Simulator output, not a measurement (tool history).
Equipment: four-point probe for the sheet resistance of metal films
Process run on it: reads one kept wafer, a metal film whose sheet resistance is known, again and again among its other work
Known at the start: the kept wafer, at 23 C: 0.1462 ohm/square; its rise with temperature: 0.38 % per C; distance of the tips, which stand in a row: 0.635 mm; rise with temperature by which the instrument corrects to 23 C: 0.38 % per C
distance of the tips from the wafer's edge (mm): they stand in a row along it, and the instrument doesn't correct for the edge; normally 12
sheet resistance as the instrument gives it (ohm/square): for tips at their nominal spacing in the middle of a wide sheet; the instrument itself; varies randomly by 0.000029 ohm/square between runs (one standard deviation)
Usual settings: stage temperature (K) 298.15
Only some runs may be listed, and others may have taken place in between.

run    day  stage temperature (K)  distance of the tips from the wafer's edge (mm)  sheet resistance as the instrument gives it (ohm/square)
  1  0.000                 298.15                                               12                                                  0.145997
  2  0.529                 298.15                                               47                                                  0.145754
  3  1.158                 298.15                                               47                                                  0.145783
  4  1.562                 298.15                                               47                                                  0.145736
  5  2.288                 298.15                                               12                                                  0.145971
  6  3.133                 298.15                                               12                                                  0.145936
  7  3.521                 298.15                                               12                                                  0.145906
  8  4.204                 298.15                                               12                                                  0.145976
  9  4.854                 298.15                                               12                                                  0.145916
 10  5.267                 298.15                                               12                                                  0.145937
 11  5.950                 298.15                                               12                                                  0.145990
     6.042  -- stage's thermometer calibrated
 12  6.412                 298.15                                               12                                                  0.145911

What will run 13 give?
 13  6.938                 296.15                                               12                                                         ?

Run 13 came out at sheet resistance as the instrument gives it (ohm/square) 0.145852.
With no hidden state in the tool, this same run would have given sheet resistance as the instrument gives it (ohm/square) 0.146396.
